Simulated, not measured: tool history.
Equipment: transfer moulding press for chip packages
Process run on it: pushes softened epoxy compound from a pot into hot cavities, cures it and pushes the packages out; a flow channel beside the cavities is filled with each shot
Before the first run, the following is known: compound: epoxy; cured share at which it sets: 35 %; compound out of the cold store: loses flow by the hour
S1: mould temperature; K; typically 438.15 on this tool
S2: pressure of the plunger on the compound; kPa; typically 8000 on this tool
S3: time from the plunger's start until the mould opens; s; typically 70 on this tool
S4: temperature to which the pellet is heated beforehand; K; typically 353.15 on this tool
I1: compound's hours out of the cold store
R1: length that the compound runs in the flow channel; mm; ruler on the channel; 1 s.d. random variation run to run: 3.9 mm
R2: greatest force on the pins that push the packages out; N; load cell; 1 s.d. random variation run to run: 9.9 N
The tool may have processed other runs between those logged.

Run 1, day 0.000: usual settings; I1 37.1. Result: R1 633 mm, R2 623 N.
Run 2, day 0.475: usual settings; I1 44.8. Result: R1 607 mm, R2 678 N.
At day 0.912: cavities cleaned with cleaning compound and waxed.
Run 3, day 0.979: usual settings; I1 45.1. Result: R1 601 mm, R2 775 N.
Run 4, day 1.767: usual settings; I1 39.3. Result: R1 625 mm, R2 721 N.
Run 5, day 2.117: usual settings but S2 6880 kPa; I1 44.0. Result: R1 569 mm, R2 764 N.
Run 6, day 2.708: usual settings but S2 6880 kPa; I1 19.9. Result: R1 626 mm, R2 734 N.
At day 3.350: cavities cleaned with cleaning compound and waxed, once more.
Run 7, day 3.379: usual settings but S1 440.15 K; I1 19.6. Result: R1 663 mm, R2 442 N.
Run 8, day 4.225: usual settings but S1 440.15 K, S2 9910 kPa; I1 37.6. Result: R1 679 mm, R2 511 N.
Run 9, day 4.792: usual settings but S2 9590 kPa, S3 54 s, S4 345.15 K; I1 47.1. Result: R1 659 mm, R2 845 N.
Run 10, day 5.467: usual settings but S2 9590 kPa, S3 54 s, S4 345.15 K; I1 41.4. Result: R1 675 mm, R2 945 N.
Run 11, day 5.975: usual settings but S1 437.15 K, S2 6390 kPa, S3 60 s, S4 344.15 K; I1 39.4. Result: R1 552 mm, R2 830 N.
At day 6.500: cavities cleaned with cleaning compound and waxed.
Run 12, day 6.825: usual settings but S1 433.15 K, S2 6390 kPa, S3 74 s, S4 362.15 K; I1 12.5. Result: R1 644 mm, R2 591 N.
Run 13, day 7.662: usual settings but S1 434.15 K, S2 9540 kPa; I1 36.4. Result: R1 700 mm, R2 695 N.
At day 8.058: plunger's sealing rings changed.
Run 14, day 8.238: usual settings but S1 444.15 K, S2 9540 kPa, S4 348.15 K; I1 43.3. Result: R1 662 mm, R2 567 N.
Run 15, day 8.900: usual settings but S2 7960 kPa; I1 8.5. Result: R1 721 mm, R2 648 N.
Run 16, day 9.275: usual settings but S2 7960 kPa; I1 21.4. Result: R1 681 mm, R2 656 N.

Branching from run 16: 4 alternative next runs. What would each branch give?
At day 9.738: cavities cleaned with cleaning compound and waxed.
Run A, day 9.983: usual settings but S1 440.15 K, S3 58 s, S4 363.15 K; I1 9.3. Result: R1 ?, R2 ?.
At day 9.738: cavities cleaned with cleaning compound and waxed.
Run B, day 9.983: usual settings but S1 442.15 K, S2 8430 kPa, S3 90 s; I1 19.5. Result: R1 ?, R2 ?.
At day 9.738: cavities cleaned with cleaning compound and waxed.
Run C, day 9.983: usual settings but S3 76 s, S4 351.15 K; I1 9.5. Result: R1 ?, R2 ?.
At day 9.738: cavities cleaned with cleaning compound and waxed.
Run D, day 9.983: usual settings but S1 434.15 K, S2 7960 kPa, S4 348.15 K; I1 9.8. Result: R1 ?, R2 ?.

run   R1   R2
  A  716  575
  B  686  469
  C  726  472
  D  740  620
With no hidden state in the tool, these same runs would have given:
run   R1   R2
  A  722  529
  B  692  422
  C  732  428
  D  747  574
